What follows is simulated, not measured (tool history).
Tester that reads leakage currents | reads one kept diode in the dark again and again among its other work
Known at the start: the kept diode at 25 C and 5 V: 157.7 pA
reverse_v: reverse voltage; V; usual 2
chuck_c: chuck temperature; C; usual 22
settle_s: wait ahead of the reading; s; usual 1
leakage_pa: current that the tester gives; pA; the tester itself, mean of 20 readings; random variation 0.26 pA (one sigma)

| run | day | reverse_v | chuck_c | settle_s | leakage_pa |
|---|---|---|---|---|---|
| 1 | 0 | 2 | 22 | 1 | 83.78 |
| 2 | 4.038 | 2 | 22 | 1 | 83.5 |
| 3 | 9.096 | 2 | 24 | 1 | 101.67 |
| 4 | 12.496 | 2 | 22 | 0.64 | 83.77 |
|  | 13.6 | chuck's temperature calibrated |
| 5 | 17.512 | 9.31 | 22 | 1 | 149.96 |
| 6 | 20.579 | 9.31 | 22 | 1 | 149.26 |
| 7 | 24.967 | 2 | 22 | 1 | 87.07 |
| 8 | 30.438 | 2 | 22 | 1 | 86.96 |
| 9 | 36.05 | 2 | 22 | 1 | 86.14 |
| 10 | 39.888 | 2 | 22 | 1 | 85.72 |
| 11 | 42.296 | 2 | 22 | 1 | 85.96 |
| 12 | 47.85 | 2 | 22 | 1 | 85.69 |
| 13 | 51.95 | 2 | 22 | 1 | 85.29 |
| 14 | 57.029 | 2 | 22 | 1 | 84.42 |
| 15 | 60.467 | 2 | 28 | 1 | 149.1 |
|  | 62.229 | chuck's temperature calibrated |
| 16 | 64.271 | 2 | 28 | 1 | 155.83 |
| 17 | 67.767 | 2 | 28 | 1 | 155.16 |
| 18 | 71.162 | 2 | 22 | 1 | 88.45 |
| 19 | 74.462 | 1.1 | 22 | 1 | 71.33 |
| 20 | 78.125 | 1.1 | 22 | 1 | 71.2 |
| 21 | 81.883 | 1.1 | 22 | 1 | 70.93 |
| 22 | 87.104 | 1.1 | 22 | 1 | 70.44 |
| 23 | 90.179 | 1.1 | 22 | 1 | 70.46 |
|  | 92.054 | probe card cleaned and baked |
| 24 | 94.154 | 2 | 20 | 0.63 | 69.35 |
| 25 | 96.962 | 2 | 20 | 8.42 | 68.96 |

Forecast run 26:
| 26 | 99.917 | 4.25 | 20 | 2.96 | ? |

Run 26 gave leakage_pa 89.67 pA.
Without the tool's hidden state the same run would have given leakage_pa 92.28 pA.

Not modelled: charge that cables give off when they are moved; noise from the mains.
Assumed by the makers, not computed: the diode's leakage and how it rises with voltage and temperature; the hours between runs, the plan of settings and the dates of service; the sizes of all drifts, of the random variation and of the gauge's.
